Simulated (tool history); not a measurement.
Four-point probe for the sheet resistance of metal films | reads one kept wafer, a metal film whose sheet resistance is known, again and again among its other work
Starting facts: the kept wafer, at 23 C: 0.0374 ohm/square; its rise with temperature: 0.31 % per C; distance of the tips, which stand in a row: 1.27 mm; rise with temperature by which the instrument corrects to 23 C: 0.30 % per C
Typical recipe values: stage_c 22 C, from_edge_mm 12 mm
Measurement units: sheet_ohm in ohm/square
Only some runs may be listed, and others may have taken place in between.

run   hour  stage_c  from_edge_mm  sheet_ohm
  1      0       22            12   0.037617
  2   16.9       22            12   0.037627
  3   30.9       19            12   0.037608
  4   50.3       19            12   0.037609
  5   58.9       19            12   0.037594
  6   79.3       19            12   0.037585
  7   89.9       19            12   0.037593
  8   98.7       23            34   0.037436
  9    120       23            34   0.037424
 10  141.3       23            34   0.037433
 11  161.9       23            27   0.037476
 12  171.5       25            15   0.037601
 13  188.6       25            15   0.037591
 14  208.4       25            15     0.0376

Taken out of this log: 1 entry between the listed runs. Where each belongs, and how the hidden state differs across it:
From run 10 to run 11: stage's thermometer calibrated (hour 148.3)
  inner tips' distance over the nominal, %: 0.1 -> 0.102; wafer's true temperature over the reading, C: -0.32 -> -0.01
  measured less the result without the state, sheet_ohm: +0.000004 -> +0.00004 ohm/square

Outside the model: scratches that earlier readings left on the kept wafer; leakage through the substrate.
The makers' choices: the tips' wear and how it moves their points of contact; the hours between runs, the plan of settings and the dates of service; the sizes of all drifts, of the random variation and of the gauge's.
